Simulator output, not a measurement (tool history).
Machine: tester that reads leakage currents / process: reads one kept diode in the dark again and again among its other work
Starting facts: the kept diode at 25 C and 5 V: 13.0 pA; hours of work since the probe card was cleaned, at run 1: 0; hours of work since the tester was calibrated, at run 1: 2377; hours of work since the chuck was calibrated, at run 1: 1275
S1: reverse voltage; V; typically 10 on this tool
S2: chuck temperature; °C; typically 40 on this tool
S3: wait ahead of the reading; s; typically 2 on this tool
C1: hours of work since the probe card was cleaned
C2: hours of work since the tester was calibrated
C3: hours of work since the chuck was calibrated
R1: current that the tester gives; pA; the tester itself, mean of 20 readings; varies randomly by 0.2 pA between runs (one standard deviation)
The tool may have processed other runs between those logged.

Run 1, hour 0: usual settings; C1 0; C2 2377; C3 1275. Result: R1 62.7 pA.
Run 2, hour 144.4: usual settings; C1 70; C2 2447; C3 1346. Result: R1 63.15 pA.
Run 3, hour 227.9: usual settings but S2 47 °C; C1 111; C2 2488; C3 1386. Result: R1 110.62 pA.
At hour 294.4: chuck's temperature calibrated.
Run 4, hour 322.3: usual settings but S2 47 °C; C1 156; C2 2533; C3 14. Result: R1 110.13 pA.
Run 5, hour 435.3: usual settings but S2 47 °C; C1 211; C2 2588; C3 69. Result: R1 110.15 pA.
Run 6, hour 566.7: usual settings but S2 47 °C; C1 275; C2 2652; C3 133. Result: R1 110.07 pA.
Run 7, hour 726.6: usual settings but S2 47 °C; C1 353; C2 2730; C3 210. Result: R1 110.43 pA.
Run 8, hour 806.6: usual settings but S2 47 °C; C1 392; C2 2769; C3 249. Result: R1 110.62 pA.
Run 9, hour 973.7: usual settings; C1 473; C2 2850; C3 331. Result: R1 62.84 pA.
Run 10, hour 1109.8: usual settings but S3 0.63 s; C1 539; C2 2916; C3 397. Result: R1 67.02 pA.
Run 11, hour 1291.7: usual settings but S2 47 °C, S3 0.62 s; C1 628; C2 3005; C3 485. Result: R1 114.45 pA.
Run 12, hour 1462.6: usual settings but S2 45 °C, S3 1.26 s; C1 711; C2 3088; C3 569. Result: R1 94.93 pA.
Run 13, hour 1572.3: usual settings but S1 2.4 V, S2 45 °C, S3 0.55 s; C1 764; C2 3141; C3 622. Result: R1 58.94 pA.
Run 14, hour 1744.9: usual settings but S1 1.4 V; C1 848; C2 3226; C3 706. Result: R1 32.22 pA.
Run 15, hour 1856.6: usual settings but S1 1.4 V, S2 50 °C, S3 9.55 s; C1 903; C2 3280; C3 760. Result: R1 71.71 pA.
At hour 1993: tester calibrated.
Run 16, hour 2014.4: usual settings but S2 42 °C, S3 2.65 s; C1 979; C2 10; C3 836. Result: R1 73.62 pA.
Run 17, hour 2137.6: usual settings but S1 1.3 V, S2 41 °C, S3 1.97 s; C1 1039; C2 70; C3 896. Result: R1 34.04 pA.
Run 18, hour 2236.1: usual settings but S1 1.7 V, S3 1.24 s; C1 1087; C2 118; C3 944. Result: R1 34.44 pA.

Branching from run 18: 3 alternative next runs. What would each branch give?
Run A, hour 2390.2: usual settings but S1 1.3 V, S2 49 °C, S3 2.38 s; C1 1162; C2 193; C3 1019. Result: R1 ?.
Run B, hour 2390.2: usual settings but S1 2 V, S3 1.24 s; C1 1162; C2 193; C3 1019. Result: R1 ?.
Run C, hour 2390.2: usual settings but S1 18.2 V, S2 30 °C, S3 1.24 s; C1 1162; C2 193; C3 1019. Result: R1 ?.

run     R1
  A  64.85
  B  36.39
  C  37.18
Without the tool's unlogged condition, the same runs would have read:
run     R1
  A  64.84
  B  36.37
  C  37.13
